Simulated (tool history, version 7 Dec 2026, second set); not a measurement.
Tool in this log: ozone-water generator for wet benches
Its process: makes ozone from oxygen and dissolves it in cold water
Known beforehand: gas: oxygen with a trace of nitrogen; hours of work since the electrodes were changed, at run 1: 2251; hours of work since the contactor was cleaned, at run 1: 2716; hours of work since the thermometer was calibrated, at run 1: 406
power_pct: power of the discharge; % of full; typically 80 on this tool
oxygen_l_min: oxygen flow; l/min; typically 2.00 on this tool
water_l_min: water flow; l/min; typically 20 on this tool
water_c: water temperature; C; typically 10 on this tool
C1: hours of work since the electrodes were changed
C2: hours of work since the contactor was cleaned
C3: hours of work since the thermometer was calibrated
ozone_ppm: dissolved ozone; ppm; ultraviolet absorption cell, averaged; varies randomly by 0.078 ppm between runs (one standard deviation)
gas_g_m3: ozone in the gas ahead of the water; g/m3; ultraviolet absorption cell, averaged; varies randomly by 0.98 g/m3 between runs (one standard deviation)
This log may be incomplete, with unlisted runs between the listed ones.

run 1 hour=0.0 | power_pct=80 oxygen_l_min=2.00 water_l_min=20 water_c=10 | C1=2251 C2=2716 C3=406 | ozone_ppm=7.59 gas_g_m3=163.7
run 2 hour=57.1 | power_pct=80 oxygen_l_min=2.00 water_l_min=20 water_c=13 | C1=2293 C2=2758 C3=448 | ozone_ppm=7.52 gas_g_m3=163.8
run 3 hour=119.1 | power_pct=80 oxygen_l_min=2.00 water_l_min=20 water_c=13 | C1=2338 C2=2804 C3=493 | ozone_ppm=7.49 gas_g_m3=160.3
run 4 hour=175.7 | power_pct=80 oxygen_l_min=2.00 water_l_min=20 water_c=13 | C1=2380 C2=2845 C3=535 | ozone_ppm=7.49 gas_g_m3=161.4
run 5 hour=229.8 | power_pct=80 oxygen_l_min=2.00 water_l_min=20 water_c=13 | C1=2419 C2=2885 C3=575 | ozone_ppm=7.41 gas_g_m3=160.9
run 6 hour=309.1 | power_pct=80 oxygen_l_min=2.00 water_l_min=26 water_c=10 | C1=2478 C2=2943 C3=633 | ozone_ppm=5.51 gas_g_m3=162.4
run 7 hour=361.2 | power_pct=80 oxygen_l_min=2.00 water_l_min=26 water_c=10 | C1=2516 C2=2981 C3=671 | ozone_ppm=5.54 gas_g_m3=163.5
run 8 hour=442.1 | power_pct=80 oxygen_l_min=2.00 water_l_min=26 water_c=10 | C1=2575 C2=3041 C3=730 | ozone_ppm=5.52 gas_g_m3=162.1
run 9 hour=508.4 | power_pct=80 oxygen_l_min=2.00 water_l_min=26 water_c=10 | C1=2624 C2=3089 C3=779 | ozone_ppm=5.59 gas_g_m3=162.4
run 10 hour=548.7 | power_pct=80 oxygen_l_min=1.49 water_l_min=20 water_c=10 | C1=2653 C2=3119 C3=808 | ozone_ppm=6.55 gas_g_m3=181.0
run 11 hour=624.6 | power_pct=80 oxygen_l_min=2.00 water_l_min=20 water_c=10 | C1=2709 C2=3174 C3=864 | ozone_ppm=7.62 gas_g_m3=161.9
run 12 hour=664.8 | power_pct=80 oxygen_l_min=2.00 water_l_min=20 water_c=10 | C1=2739 C2=3204 C3=894 | ozone_ppm=7.53 gas_g_m3=162.4
run 13 hour=719.2 | power_pct=80 oxygen_l_min=2.00 water_l_min=20 water_c=10 | C1=2779 C2=3244 C3=934 | ozone_ppm=7.62 gas_g_m3=162.6
run 14 hour=791.6 | power_pct=80 oxygen_l_min=2.00 water_l_min=20 water_c=10 | C1=2832 C2=3297 C3=987 | ozone_ppm=7.54 gas_g_m3=161.2
run 15 hour=873.3 | power_pct=49 oxygen_l_min=2.00 water_l_min=20 water_c=10 | C1=2892 C2=3357 C3=1047 | ozone_ppm=5.62 gas_g_m3=122.0
run 16 hour=930.7 | power_pct=49 oxygen_l_min=2.00 water_l_min=20 water_c=10 | C1=2934 C2=3399 C3=1089 | ozone_ppm=5.64 gas_g_m3=123.1
run 17 hour=997.2 | power_pct=49 oxygen_l_min=2.00 water_l_min=20 water_c=10 | C1=2982 C2=3448 C3=1137 | ozone_ppm=5.72 gas_g_m3=122.3
run 18 hour=1081.1 | power_pct=49 oxygen_l_min=2.00 water_l_min=20 water_c=10 | C1=3044 C2=3509 C3=1199 | ozone_ppm=5.62 gas_g_m3=119.8
run 19 hour=1140.3 | power_pct=56 oxygen_l_min=2.45 water_l_min=20 water_c=11 | C1=3087 C2=3553 C3=1242 | ozone_ppm=6.66 gas_g_m3=123.4
run 20 hour=1197.4 | power_pct=55 oxygen_l_min=2.00 water_l_min=20 water_c=10 | C1=3129 C2=3595 C3=1284 | ozone_ppm=6.11 gas_g_m3=131.2
-- hour=1206.5 contactor cleaned
run 21 hour=1255.5 | power_pct=67 oxygen_l_min=2.93 water_l_min=14 water_c=10 | C1=3169 C2=36 C3=1324 | ozone_ppm=11.17 gas_g_m3=127.3
run 22 hour=1314.5 | power_pct=67 oxygen_l_min=2.93 water_l_min=14 water_c=10 | C1=3212 C2=79 C3=1367 | ozone_ppm=11.23 gas_g_m3=127.1
run 23 hour=1400.0 | power_pct=67 oxygen_l_min=2.93 water_l_min=14 water_c=10 | C1=3275 C2=142 C3=1430 | ozone_ppm=11.33 gas_g_m3=125.7
-- hour=1468.2 contactor cleaned, once more
run 24 hour=1469.2 | power_pct=54 oxygen_l_min=2.00 water_l_min=27 water_c=10 | C1=3323 C2=1 C3=1478 | ozone_ppm=4.32 gas_g_m3=128.9
run 25 hour=1530.9 | power_pct=47 oxygen_l_min=2.14 water_l_min=16 water_c=8 | C1=3368 C2=46 C3=1523 | ozone_ppm=7.71 gas_g_m3=116.5
run 26 hour=1600.0 | power_pct=52 oxygen_l_min=2.14 water_l_min=14 water_c=8 | C1=3419 C2=97 C3=1574 | ozone_ppm=9.49 gas_g_m3=122.2
run 27 hour=1684.8 | power_pct=52 oxygen_l_min=2.14 water_l_min=14 water_c=8 | C1=3481 C2=159 C3=1636 | ozone_ppm=9.56 gas_g_m3=122.7
run 28 hour=1744.0 | power_pct=52 oxygen_l_min=2.14 water_l_min=14 water_c=8 | C1=3524 C2=202 C3=1679 | ozone_ppm=9.27 gas_g_m3=123.0
run 29 hour=1817.9 | power_pct=52 oxygen_l_min=2.14 water_l_min=14 water_c=8 | C1=3579 C2=257 C3=1734 | ozone_ppm=9.37 gas_g_m3=121.9
run 30 hour=1905.3 | power_pct=52 oxygen_l_min=2.14 water_l_min=14 water_c=8 | C1=3643 C2=321 C3=1798 | ozone_ppm=9.41 gas_g_m3=121.5
run 31 hour=1962.5 | power_pct=42 oxygen_l_min=1.09 water_l_min=18 water_c=7 | C1=3685 C2=363 C3=1840 | ozone_ppm=4.62 gas_g_m3=138.6
run 32 hour=2018.5 | power_pct=98 oxygen_l_min=3.22 water_l_min=20 water_c=11 | C1=3726 C2=404 C3=1881 | ozone_ppm=10.36 gas_g_m3=151.6
run 33 hour=2096.4 | power_pct=98 oxygen_l_min=3.22 water_l_min=20 water_c=11 | C1=3783 C2=461 C3=1938 | ozone_ppm=10.44 gas_g_m3=152.3

Some steps in ozone_ppm, run to run, broken into two amounts with sign: the step expected even without the hidden condition (settings, incoming material, random variation), and the rest, left for the hidden condition together with whatever gauge scatter is not in both the measured and the hidden-condition-free result:
Hidden state present: yield of the discharge, % of new electrodes'; contactor's efficiency, % of a clean one's; true water temperature over the reading, C; drift of the gauge itself on ozone_ppm, %; drift of the gauge itself on gas_g_m3, %.
Run 20 -> 21: power_pct 55 -> 67, oxygen_l_min 2.00 -> 2.93, water_l_min 20 -> 14, contactor cleaned. ozone_ppm +5.06 ppm: hidden state -0.62, all else +5.68.
Run 23 -> 24: power_pct 67 -> 54, oxygen_l_min 2.93 -> 2.00, water_l_min 14 -> 27, contactor cleaned, once more. ozone_ppm -7.01 ppm: hidden state +0.95, all else -7.96.
Run 31 -> 32: power_pct 42 -> 98, oxygen_l_min 1.09 -> 3.22, water_l_min 18 -> 20, water_c 7 -> 11. ozone_ppm +5.74 ppm: hidden state -0.43, all else +6.17.
